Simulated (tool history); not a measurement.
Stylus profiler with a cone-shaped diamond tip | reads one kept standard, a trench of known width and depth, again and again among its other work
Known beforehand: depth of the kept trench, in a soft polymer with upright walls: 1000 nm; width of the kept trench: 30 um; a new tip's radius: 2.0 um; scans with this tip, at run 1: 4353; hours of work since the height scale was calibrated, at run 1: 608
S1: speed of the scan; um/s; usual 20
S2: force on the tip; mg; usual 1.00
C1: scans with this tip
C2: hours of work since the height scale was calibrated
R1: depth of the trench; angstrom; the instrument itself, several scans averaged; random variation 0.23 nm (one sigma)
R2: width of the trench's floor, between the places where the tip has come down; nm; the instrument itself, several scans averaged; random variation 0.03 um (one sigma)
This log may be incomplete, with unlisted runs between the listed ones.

| run | day | S1 | S2 | C1 | C2 | R1 | R2 |
|---|---|---|---|---|---|---|---|
| 1 | 0.000 | 20 | 1.00 | 4353 | 608 | 10059.3 | 25600 |
| 2 | 1.225 | 20 | 1.86 | 4466 | 624 | 10100.4 | 25530 |
| 3 | 2.112 | 20 | 1.86 | 4547 | 635 | 10101.8 | 25610 |
| 4 | 2.938 | 20 | 1.00 | 4623 | 646 | 10055.8 | 25480 |
| 5 | 4.062 | 20 | 1.00 | 4726 | 660 | 10058.0 | 25530 |
| 6 | 5.279 | 8 | 1.00 | 4837 | 676 | 10054.6 | 25510 |
| 7 | 6.733 | 8 | 1.00 | 4971 | 695 | 10060.3 | 25500 |
| 8 | 8.246 | 8 | 1.00 | 5109 | 714 | 10054.4 | 25530 |
| 9 | 8.929 | 20 | 2.17 | 5172 | 723 | 10112.1 | 25480 |
| 10 | 10.075 | 20 | 0.56 | 5277 | 737 | 10028.9 | 25390 |
| 11 | 11.321 | 20 | 0.56 | 5392 | 753 | 10027.4 | 25330 |
| 12 | 12.800 | 20 | 1.08 | 5527 | 772 | 10054.1 | 25350 |
| 13 | 14.262 | 20 | 1.00 | 5661 | 791 | 10051.2 | 25330 |
| 14 | 15.521 | 20 | 1.00 | 5777 | 807 | 10049.8 | 25330 |
| 15 | 16.588 | 20 | 1.00 | 5874 | 821 | 10053.1 | 25250 |
| 16 | 17.438 | 12 | 1.00 | 5952 | 832 | 10047.2 | 25290 |
| 17 | 18.538 | 20 | 0.56 | 6053 | 846 | 10021.3 | 25200 |
| 18 | 19.925 | 20 | 0.56 | 6180 | 864 | 10020.5 | 25190 |
| 19 | 20.754 | 20 | 0.56 | 6256 | 874 | 10020.9 | 25150 |
| 20 | 21.788 | 9 | 0.85 | 6351 | 887 | 10036.5 | 25290 |
| 21 | 22.558 | 37 | 0.89 | 6422 | 897 | 10040.0 | 25100 |
| 22 | 23.717 | 35 | 0.60 | 6528 | 912 | 10021.3 | 25040 |
|  | 23.871 | height scale calibrated on a step standard |
| 23 | 24.392 | 31 | 0.50 | 6588 | 7 | 9987.5 | 25010 |
| 24 | 25.788 | 70 | 1.14 | 6716 | 25 | 10031.3 | 24930 |
| 25 | 26.850 | 70 | 1.14 | 6813 | 38 | 10027.2 | 24890 |
|  | 27.358 | height scale calibrated on a step standard, once more |
| 26 | 28.254 | 70 | 1.14 | 6940 | 11 | 10092.1 | 24890 |
| 27 | 29.383 | 47 | 2.34 | 7044 | 26 | 10152.9 | 25000 |
| 28 | 30.042 | 18 | 2.28 | 7104 | 34 | 10147.5 | 25110 |
| 29 | 30.925 | 5 | 0.53 | 7185 | 46 | 10056.1 | 25100 |
| 30 | 31.575 | 20 | 0.36 | 7245 | 54 | 10038.4 | 24920 |
| 31 | 32.612 | 6 | 2.28 | 7340 | 67 | 10149.0 | 25110 |
| 32 | 33.312 | 56 | 2.95 | 7404 | 76 | 10176.3 | 24950 |
| 33 | 34.788 | 7 | 0.48 | 7539 | 95 | 10047.2 | 25030 |
| 34 | 36.175 | 11 | 0.54 | 7667 | 113 | 10055.9 | 24960 |
| 35 | 36.917 | 49 | 0.54 | 7734 | 122 | 10052.2 | 24720 |
| 36 | 37.738 | 49 | 0.54 | 7810 | 133 | 10051.7 | 24710 |
| 37 | 38.796 | 49 | 0.54 | 7907 | 147 | 10051.4 | 24740 |

Here are 5 independent what-if runs from the current tool condition. What would each one return?
| A | 39.650 | 10 | 1.63 | 7985 | 158 | ? | ? |
| B | 39.650 | 20 | 0.94 | 7985 | 158 | ? | ? |
| C | 39.650 | 20 | 1.87 | 7985 | 158 | ? | ? |
| D | 39.650 | 18 | 0.38 | 7985 | 158 | ? | ? |
| E | 39.650 | 20 | 0.50 | 7985 | 158 | ? | ? |

| run | R1 | R2 |
|---|---|---|
| A | 10110.8 | 24920 |
| B | 10073.6 | 24880 |
| C | 10125.5 | 24950 |
| D | 10038.5 | 24920 |
| E | 10047.6 | 24920 |
With no hidden state in the tool, these same runs would have given:
| run | R1 | R2 |
|---|---|---|
| A | 10116.2 | 26460 |
| B | 10079.0 | 26420 |
| C | 10131.0 | 26490 |
| D | 10043.9 | 26450 |
| E | 10053.0 | 26460 |

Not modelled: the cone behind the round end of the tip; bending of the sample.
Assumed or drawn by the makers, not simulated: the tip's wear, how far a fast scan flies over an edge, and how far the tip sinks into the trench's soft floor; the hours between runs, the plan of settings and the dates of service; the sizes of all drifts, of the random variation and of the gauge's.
